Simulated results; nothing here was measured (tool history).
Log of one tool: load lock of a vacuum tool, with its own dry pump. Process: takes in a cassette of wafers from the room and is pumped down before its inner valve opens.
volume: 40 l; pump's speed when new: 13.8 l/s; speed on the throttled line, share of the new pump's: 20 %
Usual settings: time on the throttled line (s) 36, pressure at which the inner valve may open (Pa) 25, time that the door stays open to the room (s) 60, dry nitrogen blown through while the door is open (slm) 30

run,hour,time on the throttled line (s),pressure at which the inner valve may open (Pa),time that the door stays open to the room (s),dry nitrogen blown through while the door is open (slm),"incoming humidity of the room's air, %",time from the closed door until the inner valve may open (s),rise of the pressure with all valves shut (Pa/min)
1,0.0,36,25,60,30,46.9,52.2,0.023
2,212.8,36,25,60,30,46.3,52.3,0.025
3,505.6,36,19,60,30,47.9,54.3,0.024
4,749.2,36,25,112,30,44.5,52.5,0.025
5,881.9,21,25,60,30,43.7,40.8,0.020
6,1167.6,21,25,60,30,41.0,40.8,0.020
7,1311.6,21,25,60,30,40.6,40.2,0.018
8,1568.5,21,25,60,30,44.8,40.7,0.017
9,1813.8,21,25,60,30,42.5,40.9,0.020
10,2041.2,36,25,196,30,44.9,53.3,0.037
11,2298.2,36,25,60,30,47.5,52.3,0.022
12,2559.3,36,21,60,31,45.8,52.7,0.022
13,2845.2,36,21,60,31,43.1,53.6,0.019
14,3146.9,36,21,60,31,44.4,54.0,0.020
15,3447.0,36,21,60,31,44.8,53.6,0.025
16,3733.6,36,21,60,31,45.1,53.2,0.016
17,3930.5,49,23,60,13,49.7,63.3,0.033
18,4158.1,42,27,26,15,43.1,56.9,0.020
19,4310.1,42,27,26,15,49.7,57.2,0.020
20,4482.1,42,33,59,15,42.8,56.4,0.028
21,4713.8,29,36,29,12,43.9,45.6,0.022
22,5009.0,32,25,107,11,46.3,49.6,0.046

Not shown: 1 entry that the log had between the listed runs. Between which runs, and how does the tool's hidden state differ before and after?
Between runs 8 and 9: door's seal changed, seat wiped (hour 1609.7)
  leak at the door's seal, Pa l/s: 0.0028 -> 0.002
